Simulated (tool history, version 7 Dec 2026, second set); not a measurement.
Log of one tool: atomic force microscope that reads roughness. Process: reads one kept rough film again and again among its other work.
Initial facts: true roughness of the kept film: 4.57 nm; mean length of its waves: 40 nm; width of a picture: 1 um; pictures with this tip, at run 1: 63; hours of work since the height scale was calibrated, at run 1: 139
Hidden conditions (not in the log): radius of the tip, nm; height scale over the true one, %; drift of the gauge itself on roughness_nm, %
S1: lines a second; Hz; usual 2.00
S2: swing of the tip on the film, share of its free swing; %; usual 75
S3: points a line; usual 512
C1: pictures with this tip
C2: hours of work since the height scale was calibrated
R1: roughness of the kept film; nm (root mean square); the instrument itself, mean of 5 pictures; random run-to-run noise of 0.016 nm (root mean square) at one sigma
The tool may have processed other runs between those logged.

{"run": 1, "hour": 0.0, "S1": 2.0, "S2": 75, "S3": 512, "C1": 63, "C2": 139, "R1": 3.547}
{"run": 2, "hour": 7.6, "S1": 2.0, "S2": 75, "S3": 512, "C1": 73, "C2": 143, "R1": 3.492}
{"run": 3, "hour": 12.8, "S1": 2.0, "S2": 75, "S3": 512, "C1": 79, "C2": 146, "R1": 3.458}
{"run": 4, "hour": 19.8, "S1": 2.0, "S2": 75, "S3": 512, "C1": 87, "C2": 150, "R1": 3.457}
{"run": 5, "hour": 26.1, "S1": 2.0, "S2": 80, "S3": 512, "C1": 95, "C2": 153, "R1": 3.329}
{"run": 6, "hour": 34.5, "S1": 2.0, "S2": 75, "S3": 512, "C1": 105, "C2": 158, "R1": 3.397}
{"run": 7, "hour": 38.8, "S1": 2.0, "S2": 75, "S3": 512, "C1": 111, "C2": 161, "R1": 3.368}
{"run": 8, "hour": 45.3, "S1": 2.0, "S2": 75, "S3": 290, "C1": 119, "C2": 164, "R1": 3.34}
{"run": 9, "hour": 54.1, "S1": 2.0, "S2": 75, "S3": 916, "C1": 129, "C2": 169, "R1": 3.319}
{"run": 10, "hour": 63.3, "S1": 2.0, "S2": 75, "S3": 916, "C1": 141, "C2": 174, "R1": 3.273}
{"run": 11, "hour": 72.0, "S1": 2.0, "S2": 61, "S3": 512, "C1": 151, "C2": 179, "R1": 3.409}
{"run": 12, "hour": 79.3, "S1": 2.0, "S2": 61, "S3": 512, "C1": 160, "C2": 183, "R1": 3.371}
{"run": 13, "hour": 87.9, "S1": 0.5, "S2": 81, "S3": 665, "C1": 171, "C2": 188, "R1": 3.359}
{"run": 14, "hour": 92.5, "S1": 0.5, "S2": 81, "S3": 665, "C1": 176, "C2": 190, "R1": 3.362}
{"run": 15, "hour": 96.9, "S1": 0.95, "S2": 55, "S3": 423, "C1": 182, "C2": 193, "R1": 3.387}
{"hour": 103.5, "done": "new tip fitted"}
{"run": 16, "hour": 106.7, "S1": 2.0, "S2": 85, "S3": 346, "C1": 4, "C2": 198, "R1": 3.49}
{"run": 17, "hour": 116.0, "S1": 2.0, "S2": 85, "S3": 346, "C1": 15, "C2": 203, "R1": 3.452}
{"run": 18, "hour": 124.9, "S1": 2.0, "S2": 85, "S3": 346, "C1": 26, "C2": 208, "R1": 3.421}
{"run": 19, "hour": 130.7, "S1": 1.14, "S2": 89, "S3": 889, "C1": 33, "C2": 211, "R1": 3.566}
{"run": 20, "hour": 138.4, "S1": 0.87, "S2": 89, "S3": 889, "C1": 43, "C2": 216, "R1": 3.594}
{"run": 21, "hour": 147.9, "S1": 2.08, "S2": 89, "S3": 504, "C1": 54, "C2": 221, "R1": 3.234}

Each row is a separate what-if for the run after 21, all from the same tool condition, not one after another. Results?
{"run": "A", "hour": 155.9, "S1": 1.44, "S2": 55, "S3": 677, "C1": 64, "C2": 225, "R1": "?"}
{"run": "B", "hour": 155.9, "S1": 2.0, "S2": 75, "S3": 713, "C1": 64, "C2": 225, "R1": "?"}
{"run": "C", "hour": 155.9, "S1": 2.0, "S2": 81, "S3": 329, "C1": 64, "C2": 225, "R1": "?"}
{"run": "D", "hour": 155.9, "S1": 1.15, "S2": 58, "S3": 890, "C1": 64, "C2": 225, "R1": "?"}
{"run": "E", "hour": 155.9, "S1": 2.08, "S2": 75, "S3": 331, "C1": 64, "C2": 225, "R1": "?"}

run=A R1=3.729
run=B R1=3.488
run=C R1=3.359
run=D R1=3.717
run=E R1=3.513
Without the tool's unlogged condition, the same runs would have read:
run=A R1=4.019
run=B R1=3.759
run=C R1=3.621
run=D R1=4.006
run=E R1=3.786

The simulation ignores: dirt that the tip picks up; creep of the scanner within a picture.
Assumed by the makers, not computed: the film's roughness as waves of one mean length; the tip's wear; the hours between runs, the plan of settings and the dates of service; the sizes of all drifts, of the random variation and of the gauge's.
